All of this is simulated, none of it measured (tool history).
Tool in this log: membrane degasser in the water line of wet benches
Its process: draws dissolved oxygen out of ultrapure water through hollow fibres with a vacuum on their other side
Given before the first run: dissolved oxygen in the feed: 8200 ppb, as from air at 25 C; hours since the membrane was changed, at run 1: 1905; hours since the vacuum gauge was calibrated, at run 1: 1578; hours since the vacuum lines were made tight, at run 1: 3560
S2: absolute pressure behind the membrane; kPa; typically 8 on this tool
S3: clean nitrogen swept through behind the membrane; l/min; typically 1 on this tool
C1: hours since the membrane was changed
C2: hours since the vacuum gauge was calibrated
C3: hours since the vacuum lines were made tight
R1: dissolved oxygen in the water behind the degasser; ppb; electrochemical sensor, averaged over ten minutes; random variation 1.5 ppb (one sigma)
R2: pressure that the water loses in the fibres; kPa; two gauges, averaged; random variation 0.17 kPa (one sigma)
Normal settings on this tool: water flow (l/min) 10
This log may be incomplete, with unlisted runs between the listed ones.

{"run": 1, "hour": 0.0, "water flow (l/min)": 10, "S2": 8, "S3": 1, "C1": 1905, "C2": 1578, "C3": 3560, "R1": 154.4, "R2": 26.4}
{"run": 2, "hour": 110.6, "water flow (l/min)": 10, "S2": 8, "S3": 1, "C1": 2015, "C2": 1688, "C3": 3671, "R1": 153.4, "R2": 26.51}
{"run": 3, "hour": 157.6, "water flow (l/min)": 10, "S2": 8, "S3": 1, "C1": 2062, "C2": 1735, "C3": 3718, "R1": 154.8, "R2": 26.75}
{"run": 4, "hour": 203.4, "water flow (l/min)": 6, "S2": 8, "S3": 1, "C1": 2108, "C2": 1781, "C3": 3764, "R1": 78.8, "R2": 15.83}
{"run": 5, "hour": 313.8, "water flow (l/min)": 6, "S2": 8, "S3": 1, "C1": 2219, "C2": 1892, "C3": 3874, "R1": 79.8, "R2": 16.14}
{"run": 6, "hour": 383.9, "water flow (l/min)": 14, "S2": 8, "S3": 1, "C1": 2289, "C2": 1962, "C3": 3944, "R1": 256.9, "R2": 36.81}
{"run": 7, "hour": 472.4, "water flow (l/min)": 14, "S2": 8, "S3": 1, "C1": 2377, "C2": 2050, "C3": 4033, "R1": 264.5, "R2": 37.34}
{"run": 8, "hour": 574.9, "water flow (l/min)": 7, "S2": 10.69, "S3": 1, "C1": 2480, "C2": 2153, "C3": 4135, "R1": 140.8, "R2": 18.32}
{"run": 9, "hour": 658.2, "water flow (l/min)": 13, "S2": 6.78, "S3": 1, "C1": 2563, "C2": 2236, "C3": 4219, "R1": 199.6, "R2": 34.43}
{"run": 10, "hour": 709.4, "water flow (l/min)": 13, "S2": 6.78, "S3": 1, "C1": 2614, "C2": 2287, "C3": 4270, "R1": 197, "R2": 34.82}
{"run": 11, "hour": 795.2, "water flow (l/min)": 8, "S2": 8, "S3": 0.49, "C1": 2700, "C2": 2373, "C3": 4356, "R1": 197.7, "R2": 21.49}
{"run": 12, "hour": 889.9, "water flow (l/min)": 11, "S2": 6.44, "S3": 2.81, "C1": 2795, "C2": 2468, "C3": 4450, "R1": 88.9, "R2": 29.19}
{"run": 13, "hour": 998.1, "water flow (l/min)": 11, "S2": 6.44, "S3": 2.81, "C1": 2903, "C2": 2576, "C3": 4559, "R1": 91.2, "R2": 29.31}
{"run": 14, "hour": 1078.6, "water flow (l/min)": 11, "S2": 6.44, "S3": 2.81, "C1": 2983, "C2": 2656, "C3": 4639, "R1": 91.5, "R2": 29.34}

Alternative continuations, all from the tool just after run 14; predict every row:
{"run": "A", "hour": 1173.0, "water flow (l/min)": 10, "S2": 5.86, "S3": 1, "C1": 3078, "C2": 2751, "C3": 4733, "R1": "?", "R2": "?"}
{"run": "B", "hour": 1173.0, "water flow (l/min)": 6, "S2": 8, "S3": 1, "C1": 3078, "C2": 2751, "C3": 4733, "R1": "?", "R2": "?"}
{"run": "C", "hour": 1173.0, "water flow (l/min)": 10, "S2": 8, "S3": 1.07, "C1": 3078, "C2": 2751, "C3": 4733, "R1": "?", "R2": "?"}

run=A R1=109.5 R2=26.74
run=B R1=79.4 R2=16.17
run=C R1=154.1 R2=26.72
What these runs would have given with no unlogged condition in the tool:
run=A R1=104.6 R2=26.36
run=B R1=75.2 R2=15.95
run=C R1=148.1 R2=26.35
